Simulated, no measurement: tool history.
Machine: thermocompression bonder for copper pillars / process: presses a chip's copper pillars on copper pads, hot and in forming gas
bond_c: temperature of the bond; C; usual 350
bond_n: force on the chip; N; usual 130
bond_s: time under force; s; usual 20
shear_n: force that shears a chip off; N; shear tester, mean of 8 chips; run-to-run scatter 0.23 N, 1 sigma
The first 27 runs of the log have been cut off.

{"run": 28, "hour": 208.6, "bond_c": 352, "bond_n": 92, "bond_s": 46, "shear_n": 55.4}
{"hour": 212.6, "done": "gauge calibrated"}
{"run": 29, "hour": 217.3, "bond_c": 323, "bond_n": 92, "bond_s": 46, "shear_n": 41.8}
{"run": 30, "hour": 224.2, "bond_c": 359, "bond_n": 134, "bond_s": 18, "shear_n": 53.0}
{"run": 31, "hour": 231.9, "bond_c": 359, "bond_n": 134, "bond_s": 18, "shear_n": 53.4}
{"run": 32, "hour": 240.6, "bond_c": 350, "bond_n": 98, "bond_s": 20, "shear_n": 41.1}
{"run": 33, "hour": 250.8, "bond_c": 350, "bond_n": 98, "bond_s": 17, "shear_n": 38.4}
{"run": 34, "hour": 261.6, "bond_c": 322, "bond_n": 186, "bond_s": 26, "shear_n": 56.9}
{"run": 35, "hour": 271.7, "bond_c": 322, "bond_n": 129, "bond_s": 32, "shear_n": 47.5}
{"run": 36, "hour": 279.1, "bond_c": 350, "bond_n": 130, "bond_s": 16, "shear_n": 47.3}
{"run": 37, "hour": 287.4, "bond_c": 350, "bond_n": 130, "bond_s": 16, "shear_n": 47.6}
{"run": 38, "hour": 297.3, "bond_c": 321, "bond_n": 145, "bond_s": 16, "shear_n": 39.3}
{"run": 39, "hour": 304.8, "bond_c": 321, "bond_n": 145, "bond_s": 16, "shear_n": 39.8}
{"run": 40, "hour": 309.8, "bond_c": 321, "bond_n": 145, "bond_s": 54, "shear_n": 61.0}

3 options for the next run, each taken on its own from the tool as it stands now. Forecast them:
{"run": "A", "hour": 316.1, "bond_c": 339, "bond_n": 135, "bond_s": 48, "shear_n": "?"}
{"run": "B", "hour": 316.1, "bond_c": 321, "bond_n": 137, "bond_s": 20, "shear_n": "?"}
{"run": "C", "hour": 316.1, "bond_c": 371, "bond_n": 154, "bond_s": 20, "shear_n": "?"}

run=A shear_n=64.0
run=B shear_n=41.4
run=C shear_n=66.8
With the hidden condition removed and each run's random variation left untouched, the same runs would have given:
run=A shear_n=63.2
run=B shear_n=40.8
run=C shear_n=65.9
